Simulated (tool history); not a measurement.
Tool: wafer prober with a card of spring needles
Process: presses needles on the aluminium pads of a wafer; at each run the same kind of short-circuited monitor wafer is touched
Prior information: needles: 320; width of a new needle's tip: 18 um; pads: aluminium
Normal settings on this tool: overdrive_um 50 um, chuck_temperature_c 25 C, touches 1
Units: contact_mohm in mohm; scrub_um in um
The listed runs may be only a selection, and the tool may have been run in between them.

{"run": 1, "day": 0.0, "overdrive_um": 50, "chuck_temperature_c": 25, "touches": 1, "contact_mohm": 179, "scrub_um": 10.91}
{"day": 0.092, "done": "tips cleaned on abrasive film"}
{"day": 0.267, "done": "tips cleaned on abrasive film"}
{"day": 0.442, "done": "tips cleaned on abrasive film"}
{"day": 0.658, "done": "tips cleaned on abrasive film"}
{"day": 0.879, "done": "tips cleaned on abrasive film"}
{"day": 1.096, "done": "tips cleaned on abrasive film"}
{"day": 1.317, "done": "tips cleaned on abrasive film"}
{"run": 2, "day": 1.425, "overdrive_um": 50, "chuck_temperature_c": 25, "touches": 1, "contact_mohm": 178, "scrub_um": 10.79}
{"day": 1.517, "done": "tips cleaned on abrasive film"}
{"day": 1.733, "done": "tips cleaned on abrasive film"}
{"day": 1.912, "done": "tips cleaned on abrasive film"}
{"day": 2.088, "done": "tips cleaned on abrasive film"}
{"day": 2.262, "done": "tips cleaned on abrasive film"}
{"day": 2.471, "done": "tips cleaned on abrasive film"}
{"run": 3, "day": 2.471, "overdrive_um": 50, "chuck_temperature_c": 25, "touches": 1, "contact_mohm": 135, "scrub_um": 10.78}
{"day": 2.65, "done": "tips cleaned on abrasive film"}
{"day": 2.867, "done": "tips cleaned on abrasive film"}
{"day": 3.088, "done": "tips cleaned on abrasive film"}
{"day": 3.296, "done": "tips cleaned on abrasive film"}
{"run": 4, "day": 3.296, "overdrive_um": 50, "chuck_temperature_c": 25, "touches": 1, "contact_mohm": 135, "scrub_um": 10.71}
{"day": 3.475, "done": "tips cleaned on abrasive film"}
{"day": 3.692, "done": "tips cleaned on abrasive film"}
{"day": 3.912, "done": "tips cleaned on abrasive film"}
{"day": 4.088, "done": "tips cleaned on abrasive film"}
{"day": 4.304, "done": "tips cleaned on abrasive film"}
{"day": 4.479, "done": "tips cleaned on abrasive film"}
{"day": 4.658, "done": "tips cleaned on abrasive film"}
{"day": 4.833, "done": "tips cleaned on abrasive film"}
{"run": 5, "day": 4.892, "overdrive_um": 50, "chuck_temperature_c": 25, "touches": 1, "contact_mohm": 164, "scrub_um": 10.73}
{"day": 5.025, "done": "tips cleaned on abrasive film"}
{"day": 5.2, "done": "tips cleaned on abrasive film"}
{"day": 5.3, "done": "height of the first contact set anew"}
{"day": 5.392, "done": "tips cleaned on abrasive film"}
{"day": 5.608, "done": "tips cleaned on abrasive film"}
{"day": 5.783, "done": "tips cleaned on abrasive film"}
{"day": 6.004, "done": "tips cleaned on abrasive film"}
{"run": 6, "day": 6.104, "overdrive_um": 50, "chuck_temperature_c": 25, "touches": 2, "contact_mohm": 162, "scrub_um": 10.34}
{"day": 6.196, "done": "tips cleaned on abrasive film"}
{"day": 6.371, "done": "tips cleaned on abrasive film"}
{"day": 6.592, "done": "tips cleaned on abrasive film"}
{"day": 6.767, "done": "tips cleaned on abrasive film"}
{"day": 6.942, "done": "tips cleaned on abrasive film"}
{"day": 7.117, "done": "tips cleaned on abrasive film"}
{"day": 7.338, "done": "tips cleaned on abrasive film"}
{"day": 7.554, "done": "tips cleaned on abrasive film"}
{"run": 7, "day": 7.708, "overdrive_um": 50, "chuck_temperature_c": 25, "touches": 2, "contact_mohm": 175, "scrub_um": 10.24}
{"day": 7.754, "done": "tips cleaned on abrasive film"}
{"day": 7.975, "done": "tips cleaned on abrasive film"}
{"day": 8.15, "done": "tips cleaned on abrasive film"}
{"day": 8.325, "done": "tips cleaned on abrasive film"}
{"day": 8.546, "done": "tips cleaned on abrasive film"}
{"day": 8.762, "done": "tips cleaned on abrasive film"}
{"day": 8.938, "done": "tips cleaned on abrasive film"}
{"run": 8, "day": 9.108, "overdrive_um": 50, "chuck_temperature_c": 25, "touches": 2, "contact_mohm": 181, "scrub_um": 10.18}
{"day": 9.158, "done": "tips cleaned on abrasive film"}
{"day": 9.333, "done": "tips cleaned on abrasive film"}
{"day": 9.508, "done": "tips cleaned on abrasive film"}
{"day": 9.725, "done": "tips cleaned on abrasive film"}
{"day": 9.946, "done": "tips cleaned on abrasive film"}
{"run": 9, "day": 10.108, "overdrive_um": 50, "chuck_temperature_c": 25, "touches": 2, "contact_mohm": 179, "scrub_um": 10.1}
{"day": 10.154, "done": "tips cleaned on abrasive film"}
{"day": 10.329, "done": "tips cleaned on abrasive film"}
{"day": 10.55, "done": "tips cleaned on abrasive film"}
{"day": 10.725, "done": "tips cleaned on abrasive film"}
{"day": 10.942, "done": "tips cleaned on abrasive film"}
{"day": 11.117, "done": "tips cleaned on abrasive film"}
{"day": 11.296, "done": "tips cleaned on abrasive film"}
{"day": 11.471, "done": "tips cleaned on abrasive film"}
{"day": 11.688, "done": "tips cleaned on abrasive film"}
{"run": 10, "day": 11.742, "overdrive_um": 50, "chuck_temperature_c": 25, "touches": 2, "contact_mohm": 150, "scrub_um": 10.02}
{"day": 11.875, "done": "tips cleaned on abrasive film"}
{"day": 12.092, "done": "tips cleaned on abrasive film"}
{"day": 12.312, "done": "tips cleaned on abrasive film"}
{"day": 12.488, "done": "tips cleaned on abrasive film"}
{"day": 12.704, "done": "tips cleaned on abrasive film"}
{"day": 12.762, "done": "height of the first contact set anew"}
{"day": 12.892, "done": "tips cleaned on abrasive film"}
{"day": 13.112, "done": "tips cleaned on abrasive film"}
{"day": 13.288, "done": "tips cleaned on abrasive film"}
{"run": 11, "day": 13.438, "overdrive_um": 50, "chuck_temperature_c": 26, "touches": 1, "contact_mohm": 193, "scrub_um": 10.99}

Run 12 is up next; what results do you expect?
{"day": 13.483, "done": "tips cleaned on abrasive film"}
{"day": 13.538, "done": "height of the first contact set anew, once more"}
{"day": 13.671, "done": "tips cleaned on abrasive film"}
{"day": 13.892, "done": "tips cleaned on abrasive film"}
{"day": 14.108, "done": "tips cleaned on abrasive film"}
{"run": 12, "day": 14.183, "overdrive_um": 49, "chuck_temperature_c": 30, "touches": 2, "contact_mohm": "?", "scrub_um": "?"}

Logged for run 12: contact_mohm 155 mohm, scrub_um 10.84 um.
If the tool had no hidden condition, the same run with the same run-to-run variation would have returned contact_mohm 121 mohm, scrub_um 10.87 um.
